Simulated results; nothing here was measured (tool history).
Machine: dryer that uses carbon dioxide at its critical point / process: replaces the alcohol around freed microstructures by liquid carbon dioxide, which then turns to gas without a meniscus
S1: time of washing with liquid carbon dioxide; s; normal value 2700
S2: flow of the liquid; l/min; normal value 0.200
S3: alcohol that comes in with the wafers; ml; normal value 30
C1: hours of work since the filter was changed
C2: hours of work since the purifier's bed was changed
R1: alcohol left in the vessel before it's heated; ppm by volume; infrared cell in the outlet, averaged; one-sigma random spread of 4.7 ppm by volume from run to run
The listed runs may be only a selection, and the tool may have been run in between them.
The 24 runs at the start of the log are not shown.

run 25 hour=442.7 | S1=4200 S2=0.270 S3=102 | C1=373 C2=240 | R1=43
run 26 hour=467.9 | S1=2100 S2=0.127 S3=68 | C1=383 C2=249 | R1=2112
run 27 hour=490.4 | S1=1620 S2=0.127 S3=68 | C1=391 C2=258 | R1=4738
-- hour=511.6 inlet filter changed
run 28 hour=514.6 | S1=3300 S2=0.200 S3=44 | C1=1 C2=266 | R1=33
run 29 hour=532.8 | S1=3540 S2=0.200 S3=33 | C1=8 C2=273 | R1=40
run 30 hour=559.9 | S1=3540 S2=0.200 S3=33 | C1=18 C2=284 | R1=41
run 31 hour=575.7 | S1=2700 S2=0.200 S3=61 | C1=24 C2=289 | R1=41
run 32 hour=600.5 | S1=2700 S2=0.200 S3=61 | C1=34 C2=299 | R1=49
run 33 hour=617.7 | S1=2700 S2=0.301 S3=55 | C1=40 C2=305 | R1=42
run 34 hour=638.8 | S1=2700 S2=0.178 S3=42 | C1=48 C2=313 | R1=65
run 35 hour=658.9 | S1=3360 S2=0.200 S3=92 | C1=56 C2=321 | R1=39
run 36 hour=680.3 | S1=2700 S2=0.200 S3=36 | C1=64 C2=329 | R1=54
run 37 hour=691.7 | S1=2700 S2=0.200 S3=36 | C1=68 C2=333 | R1=53
run 38 hour=706.9 | S1=2100 S2=0.200 S3=75 | C1=74 C2=339 | R1=136

Branching from run 38: 3 alternative next runs. What would each branch give?
run A hour=720.2 | S1=2220 S2=0.200 S3=30 | C1=79 C2=344 | R1=?
run B hour=720.2 | S1=3600 S2=0.141 S3=75 | C1=79 C2=344 | R1=?
run C hour=720.2 | S1=1980 S2=0.299 S3=71 | C1=79 C2=344 | R1=?

run=A R1=72
run=B R1=75
run=C R1=53
The same runs, with their run-to-run variation unchanged, on a tool lacking any hidden condition would have given:
run=A R1=26
run=B R1=27
run=C R1=9

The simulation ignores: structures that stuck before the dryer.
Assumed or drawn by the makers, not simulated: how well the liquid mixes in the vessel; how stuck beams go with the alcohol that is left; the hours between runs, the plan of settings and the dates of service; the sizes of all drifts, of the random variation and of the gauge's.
